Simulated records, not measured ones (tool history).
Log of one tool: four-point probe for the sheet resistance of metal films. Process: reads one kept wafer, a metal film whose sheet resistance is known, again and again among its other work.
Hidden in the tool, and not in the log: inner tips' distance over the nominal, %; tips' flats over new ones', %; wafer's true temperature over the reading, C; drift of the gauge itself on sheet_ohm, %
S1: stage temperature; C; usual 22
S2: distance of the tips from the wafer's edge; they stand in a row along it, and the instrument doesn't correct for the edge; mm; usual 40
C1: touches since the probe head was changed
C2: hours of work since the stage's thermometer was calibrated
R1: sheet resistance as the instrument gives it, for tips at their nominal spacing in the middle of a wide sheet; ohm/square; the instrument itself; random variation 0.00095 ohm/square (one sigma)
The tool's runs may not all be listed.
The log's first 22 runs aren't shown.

{"run": 23, "hour": 404.0, "S1": 22, "S2": 40, "C1": 5178, "C2": 417, "R1": 4.754406}
{"run": 24, "hour": 418.8, "S1": 35, "S2": 40, "C1": 5980, "C2": 429, "R1": 4.719055}
{"run": 25, "hour": 443.3, "S1": 22, "S2": 7, "C1": 7302, "C2": 448, "R1": 4.767698}
{"run": 26, "hour": 463.6, "S1": 22, "S2": 7, "C1": 8397, "C2": 464, "R1": 4.77005}
{"run": 27, "hour": 486.8, "S1": 22, "S2": 7, "C1": 9652, "C2": 482, "R1": 4.769312}
{"run": 28, "hour": 505.7, "S1": 20, "S2": 5, "C1": 10672, "C2": 497, "R1": 4.788643}
{"run": 29, "hour": 522.9, "S1": 20, "S2": 5, "C1": 11601, "C2": 511, "R1": 4.785939}
{"run": 30, "hour": 536.3, "S1": 23, "S2": 3, "C1": 12325, "C2": 521, "R1": 4.822882}
{"run": 31, "hour": 547.3, "S1": 23, "S2": 3, "C1": 12915, "C2": 530, "R1": 4.823902}
{"run": 32, "hour": 563.2, "S1": 18, "S2": 6, "C1": 13775, "C2": 543, "R1": 4.787973}
{"run": 33, "hour": 589.0, "S1": 22, "S2": 15, "C1": 15168, "C2": 563, "R1": 4.759457}
{"run": 34, "hour": 602.0, "S1": 21, "S2": 68, "C1": 15870, "C2": 573, "R1": 4.75993}
{"run": 35, "hour": 616.8, "S1": 23, "S2": 4, "C1": 16667, "C2": 585, "R1": 4.795604}
{"run": 36, "hour": 628.2, "S1": 23, "S2": 4, "C1": 17285, "C2": 594, "R1": 4.796313}
{"run": 37, "hour": 639.0, "S1": 32, "S2": 6, "C1": 17866, "C2": 602, "R1": 4.747779}
{"run": 38, "hour": 663.9, "S1": 34, "S2": 12, "C1": 19213, "C2": 622, "R1": 4.730055}
{"run": 39, "hour": 683.6, "S1": 28, "S2": 30, "C1": 20276, "C2": 637, "R1": 4.743046}
{"run": 40, "hour": 707.8, "S1": 24, "S2": 61, "C1": 21584, "C2": 656, "R1": 4.754568}
{"run": 41, "hour": 732.8, "S1": 24, "S2": 61, "C1": 22931, "C2": 676, "R1": 4.755346}
{"run": 42, "hour": 745.3, "S1": 19, "S2": 11, "C1": 23607, "C2": 686, "R1": 4.773789}
{"run": 43, "hour": 768.0, "S1": 25, "S2": 45, "C1": 24830, "C2": 704, "R1": 4.7521}
{"run": 44, "hour": 786.5, "S1": 35, "S2": 4, "C1": 25830, "C2": 718, "R1": 4.766373}

5 ways to go on from here, each from the tool as it stands after run 44. What would each give?
{"run": "A", "hour": 797.3, "S1": 29, "S2": 4, "C1": 26412, "C2": 727, "R1": "?"}
{"run": "B", "hour": 797.3, "S1": 35, "S2": 3, "C1": 26412, "C2": 727, "R1": "?"}
{"run": "C", "hour": 797.3, "S1": 22, "S2": 11, "C1": 26412, "C2": 727, "R1": "?"}
{"run": "D", "hour": 797.3, "S1": 34, "S2": 9, "C1": 26412, "C2": 727, "R1": "?"}
{"run": "E", "hour": 797.3, "S1": 22, "S2": 61, "C1": 26412, "C2": 727, "R1": "?"}

run=A R1=4.782516
run=B R1=4.793281
run=C R1=4.766977
run=D R1=4.737638
run=E R1=4.761735
Without the tool's hidden state the same runs would have given:
run=A R1=4.779031
run=B R1=4.789741
run=C R1=4.763560
run=D R1=4.734141
run=E R1=4.758322
